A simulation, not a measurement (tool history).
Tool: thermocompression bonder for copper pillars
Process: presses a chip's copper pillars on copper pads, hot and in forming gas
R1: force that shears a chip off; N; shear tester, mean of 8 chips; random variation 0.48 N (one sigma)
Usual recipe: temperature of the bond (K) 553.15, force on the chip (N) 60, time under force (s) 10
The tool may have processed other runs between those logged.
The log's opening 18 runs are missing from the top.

Run 19, day 5.725: usual settings. Result: R1 58.4 N.
Run 20, day 6.121: usual settings. Result: R1 57.7 N.
At day 6.275: forming gas filter changed.
Run 21, day 6.500: usual settings but temperature of the bond (K) 527.15, force on the chip (N) 56, time under force (s) 17. Result: R1 55.3 N.
Run 22, day 6.788: usual settings but temperature of the bond (K) 527.15, force on the chip (N) 42, time under force (s) 9. Result: R1 35.9 N.
Run 23, day 7.158: usual settings but temperature of the bond (K) 527.15, force on the chip (N) 73, time under force (s) 9. Result: R1 54.4 N.
Run 24, day 7.450: usual settings but temperature of the bond (K) 530.15, force on the chip (N) 73, time under force (s) 19. Result: R1 67.4 N.
Run 25, day 7.746: usual settings but temperature of the bond (K) 539.15, force on the chip (N) 67, time under force (s) 27. Result: R1 72.8 N.
Run 26, day 8.025: usual settings but temperature of the bond (K) 567.15, force on the chip (N) 76. Result: R1 73.7 N.
Run 27, day 8.454: usual settings but temperature of the bond (K) 567.15, force on the chip (N) 76. Result: R1 73.3 N.
Run 28, day 8.712: usual settings but temperature of the bond (K) 567.15, force on the chip (N) 76. Result: R1 72.3 N.
Run 29, day 8.979: usual settings but temperature of the bond (K) 581.15, force on the chip (N) 50, time under force (s) 20. Result: R1 74.4 N.
Run 30, day 9.392: usual settings but temperature of the bond (K) 581.15, force on the chip (N) 50, time under force (s) 20. Result: R1 73.8 N.
Run 31, day 9.854: usual settings but temperature of the bond (K) 581.15, force on the chip (N) 50, time under force (s) 20. Result: R1 74.5 N.
Run 32, day 10.225: usual settings but temperature of the bond (K) 581.15, force on the chip (N) 50. Result: R1 66.2 N.
Run 33, day 10.462: usual settings but temperature of the bond (K) 581.15, force on the chip (N) 50. Result: R1 65.0 N.
Run 34, day 10.679: usual settings but temperature of the bond (K) 567.15, force on the chip (N) 49. Result: R1 58.3 N.
Run 35, day 11.092: usual settings but temperature of the bond (K) 567.15, force on the chip (N) 49. Result: R1 58.2 N.
Run 36, day 11.379: usual settings but force on the chip (N) 63, time under force (s) 12. Result: R1 64.4 N.
Run 37, day 11.812: usual settings but force on the chip (N) 63, time under force (s) 12. Result: R1 64.2 N.
Run 38, day 12.054: usual settings but temperature of the bond (K) 572.15, force on the chip (N) 68, time under force (s) 8. Result: R1 67.6 N.
Run 39, day 12.392: usual settings but temperature of the bond (K) 572.15, force on the chip (N) 68, time under force (s) 14. Result: R1 72.3 N.
Run 40, day 12.717: usual settings but temperature of the bond (K) 554.15, force on the chip (N) 67, time under force (s) 19. Result: R1 70.4 N.

Alternative continuations, all from the tool just after run 40; predict every row:
Run A, day 12.946: usual settings but temperature of the bond (K) 554.15, force on the chip (N) 54, time under force (s) 15. Result: R1 ?.
Run B, day 12.946: usual settings but temperature of the bond (K) 534.15, force on the chip (N) 38, time under force (s) 9. Result: R1 ?.
Run C, day 12.946: usual settings but temperature of the bond (K) 544.15, force on the chip (N) 67, time under force (s) 5. Result: R1 ?.

run    R1
  A  61.4
  B  34.1
  C  49.4
The same runs, with their run-to-run variation unchanged, on a tool lacking any hidden condition would have given:
run    R1
  A  61.8
  B  32.7
  C  48.5
